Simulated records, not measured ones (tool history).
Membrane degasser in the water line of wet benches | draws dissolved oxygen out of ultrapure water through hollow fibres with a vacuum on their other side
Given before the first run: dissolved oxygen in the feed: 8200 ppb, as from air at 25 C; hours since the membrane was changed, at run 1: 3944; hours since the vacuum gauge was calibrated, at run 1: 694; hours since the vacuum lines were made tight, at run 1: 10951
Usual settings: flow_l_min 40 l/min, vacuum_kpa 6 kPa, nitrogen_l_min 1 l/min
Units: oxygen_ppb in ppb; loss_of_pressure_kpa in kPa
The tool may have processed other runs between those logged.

run,hour,flow_l_min,vacuum_kpa,nitrogen_l_min,hours since the membrane was changed,hours since the vacuum gauge was calibrated,hours since the vacuum lines were made tight,oxygen_ppb,loss_of_pressure_kpa
1,0,40,6,1,3944,694,10951,239.1,55.2
2,84.7,40,6,1,4028,778,11036,238.3,55.42
3,138,40,12.51,1,4082,832,11089,703.3,55.85
4,249.4,40,14.93,1,4193,943,11200,873.7,55.26
5,303,40,14.93,1,4247,997,11254,877.1,55.63
6,405.1,40,6,1,4349,1099,11356,238.5,55.28
7,508.9,40,6,1,4453,1202,11460,236,55.16
8,583.9,40,6,1,4528,1277,11535,234.4,54.68
9,700.8,40,12.61,1,4645,1394,11652,714,54.72
10,795.3,40,12.61,1,4739,1489,11746,714.1,54.52
11,926.4,40,12.61,1,4870,1620,11877,715.9,54.33
12,987.9,40,12.61,1,4932,1681,11939,718.8,54.31
13,1106.4,40,12.61,1,5050,1800,12057,722.3,54.29
# hour 1167.9: gauge calibrated
14,1180.3,28,10.15,0.7,5124,1874,12131,536.2,38.81
15,1279,28,7.62,2.48,5223,1973,12230,121.2,38.91
16,1365.1,57,5.4,2.48,5309,2059,12316,144.4,79.18
17,1431.9,57,6,1,5376,2125,12383,320.3,78.63
18,1499.9,28,6.58,2.08,5444,2193,12451,110.6,38.98
19,1595.2,28,6.58,2.08,5539,2289,12546,111.8,38.26
20,1690.5,28,6.58,2.08,5634,2384,12641,110.2,38.76
21,1810.3,28,6.58,0.57,5754,2504,12761,313.9,38.35
22,1927,28,6.58,0.57,5871,2621,12878,316.6,37.87
23,2022.2,24,6.58,0.57,5966,2716,12973,280.3,32.89
24,2079,61,4.28,1,6023,2773,13030,154.1,83.14
25,2196.7,50,11.11,1.18,6140,2890,13148,647.4,68.31

Describe how what the log doesn't record of the tool's condition differs between the last listed run preceding each entry between runs and the first listed run following it.
After run 13, before run 14: gauge calibrated (hour 1167.9)
  drift of the gauge itself on loss_of_pressure_kpa, %: -2.3 -> -0.03
  difference, measured minus the result without the unlogged condition, loss_of_pressure_kpa: -1.26 -> -0.01 kPa
